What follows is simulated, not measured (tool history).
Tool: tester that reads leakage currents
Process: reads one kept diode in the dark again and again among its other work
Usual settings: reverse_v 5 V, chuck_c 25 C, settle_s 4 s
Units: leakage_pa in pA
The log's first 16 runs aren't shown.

run	hour	reverse_v	chuck_c	settle_s	leakage_pa
17	2701.6	5	25	4	25.01
18	2846.3	5	25	4	24.88
19	2981.4	5	25	4	24.64
20	3134.5	1.99	25	4	17.9
21	3273.4	1.99	25	4	17.72
22	3405.7	1.99	25	4	17.69
23	3587	3.9	25	4.2	22.52
24	3785.4	3.9	55	0.76	303.84

The next listed run, before its measurement:
25	3895.9	3.9	55	0.76	?

{"run 25": {"leakage_pa": 301.73}}
Without the tool's hidden state the same run would have given leakage_pa 313.94 pA.
